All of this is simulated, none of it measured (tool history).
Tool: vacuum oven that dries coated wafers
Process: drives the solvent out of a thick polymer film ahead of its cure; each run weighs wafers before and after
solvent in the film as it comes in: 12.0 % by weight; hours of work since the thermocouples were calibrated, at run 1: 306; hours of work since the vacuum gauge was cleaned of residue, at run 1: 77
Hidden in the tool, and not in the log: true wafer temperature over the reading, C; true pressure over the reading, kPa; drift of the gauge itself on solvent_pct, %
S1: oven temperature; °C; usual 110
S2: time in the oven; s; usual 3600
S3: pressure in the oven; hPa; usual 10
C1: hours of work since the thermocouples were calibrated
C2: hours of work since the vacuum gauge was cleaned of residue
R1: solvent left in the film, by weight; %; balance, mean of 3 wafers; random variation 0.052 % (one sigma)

{"run": 1, "day": 0.0, "S1": 110, "S2": 3600, "S3": 10, "C1": 306, "C2": 77, "R1": 1.62}
{"run": 2, "day": 1.675, "S1": 110, "S2": 3600, "S3": 10, "C1": 323, "C2": 94, "R1": 1.68}
{"run": 3, "day": 2.808, "S1": 110, "S2": 3600, "S3": 6.3, "C1": 334, "C2": 105, "R1": 1.43}
{"run": 4, "day": 4.408, "S1": 110, "S2": 3600, "S3": 32.9, "C1": 349, "C2": 121, "R1": 2.51}
{"run": 5, "day": 5.608, "S1": 110, "S2": 3600, "S3": 32.9, "C1": 361, "C2": 132, "R1": 2.51}
{"run": 6, "day": 6.992, "S1": 110, "S2": 3600, "S3": 32.9, "C1": 375, "C2": 146, "R1": 2.36}
{"run": 7, "day": 8.121, "S1": 110, "S2": 3600, "S3": 32.9, "C1": 386, "C2": 157, "R1": 2.37}
{"run": 8, "day": 9.483, "S1": 110, "S2": 3600, "S3": 32.9, "C1": 399, "C2": 171, "R1": 2.36}
{"run": 9, "day": 10.604, "S1": 99, "S2": 3300, "S3": 27.6, "C1": 411, "C2": 182, "R1": 4.36}

Run 10 comes next. What will it give?
{"run": 10, "day": 11.442, "S1": 99, "S2": 2220, "S3": 33.4, "C1": 419, "C2": 190, "R1": "?"}

Run 10 gave R1 5.74 %.
Without the tool's hidden state the same run would have given R1 5.63 %.
